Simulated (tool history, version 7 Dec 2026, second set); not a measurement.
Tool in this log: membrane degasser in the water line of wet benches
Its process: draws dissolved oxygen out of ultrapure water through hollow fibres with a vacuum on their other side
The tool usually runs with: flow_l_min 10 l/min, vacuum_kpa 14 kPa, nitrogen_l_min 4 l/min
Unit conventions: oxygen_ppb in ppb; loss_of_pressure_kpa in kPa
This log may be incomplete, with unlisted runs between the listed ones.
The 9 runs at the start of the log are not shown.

run 10 hour=1341 | flow_l_min=10 vacuum_kpa=14 nitrogen_l_min=11.81 | oxygen_ppb=28.1 loss_of_pressure_kpa=32.68
-- hour=1375.7 seals of the vacuum lines changed
run 11 hour=1519.3 | flow_l_min=10 vacuum_kpa=14 nitrogen_l_min=4 | oxygen_ppb=72 loss_of_pressure_kpa=32.69
run 12 hour=1690.6 | flow_l_min=10 vacuum_kpa=14 nitrogen_l_min=4 | oxygen_ppb=72.2 loss_of_pressure_kpa=32.89
run 13 hour=1788.7 | flow_l_min=10 vacuum_kpa=18.1 nitrogen_l_min=4 | oxygen_ppb=98.5 loss_of_pressure_kpa=32.52
run 14 hour=1940 | flow_l_min=10 vacuum_kpa=18.1 nitrogen_l_min=4 | oxygen_ppb=97.1 loss_of_pressure_kpa=32.7
run 15 hour=2031.1 | flow_l_min=10 vacuum_kpa=18.1 nitrogen_l_min=4 | oxygen_ppb=97.3 loss_of_pressure_kpa=33.01
run 16 hour=2204.1 | flow_l_min=11 vacuum_kpa=14 nitrogen_l_min=4 | oxygen_ppb=79.7 loss_of_pressure_kpa=36.13
run 17 hour=2332.3 | flow_l_min=11 vacuum_kpa=14 nitrogen_l_min=4 | oxygen_ppb=80.4 loss_of_pressure_kpa=36.5
run 18 hour=2446.9 | flow_l_min=11 vacuum_kpa=14 nitrogen_l_min=4 | oxygen_ppb=79.6 loss_of_pressure_kpa=36.02
run 19 hour=2601.6 | flow_l_min=11 vacuum_kpa=14 nitrogen_l_min=4 | oxygen_ppb=82.1 loss_of_pressure_kpa=36.2
run 20 hour=2692.2 | flow_l_min=8 vacuum_kpa=30.1 nitrogen_l_min=4 | oxygen_ppb=133.5 loss_of_pressure_kpa=26.45
run 21 hour=2783 | flow_l_min=8 vacuum_kpa=30.1 nitrogen_l_min=4 | oxygen_ppb=135.7 loss_of_pressure_kpa=26.2
run 22 hour=2900.2 | flow_l_min=7 vacuum_kpa=10.2 nitrogen_l_min=4 | oxygen_ppb=32.9 loss_of_pressure_kpa=22.85
run 23 hour=3067.8 | flow_l_min=7 vacuum_kpa=10.2 nitrogen_l_min=4 | oxygen_ppb=32.5 loss_of_pressure_kpa=23.11
run 24 hour=3244 | flow_l_min=12 vacuum_kpa=24.8 nitrogen_l_min=4 | oxygen_ppb=171.2 loss_of_pressure_kpa=39.72
run 25 hour=3339 | flow_l_min=12 vacuum_kpa=24.8 nitrogen_l_min=4 | oxygen_ppb=170 loss_of_pressure_kpa=39.78
run 26 hour=3473.6 | flow_l_min=10 vacuum_kpa=25.8 nitrogen_l_min=4.51 | oxygen_ppb=127 loss_of_pressure_kpa=33.09
run 27 hour=3569.5 | flow_l_min=13 vacuum_kpa=20.9 nitrogen_l_min=3.32 | oxygen_ppb=183.8 loss_of_pressure_kpa=43.11
run 28 hour=3727.5 | flow_l_min=7 vacuum_kpa=8.7 nitrogen_l_min=1.96 | oxygen_ppb=51.4 loss_of_pressure_kpa=22.98

Run 29, settings as shown, results not yet in. Your forecast:
run 29 hour=3857.3 | flow_l_min=14 vacuum_kpa=14 nitrogen_l_min=7.32 | oxygen_ppb=? loss_of_pressure_kpa=?

{"run 29": {"oxygen_ppb": 67.6, "loss_of_pressure_kpa": 46.15}}
The same run, on a tool lacking any hidden state, would have yielded oxygen_ppb 61.9 ppb, loss_of_pressure_kpa 43.72 kPa.
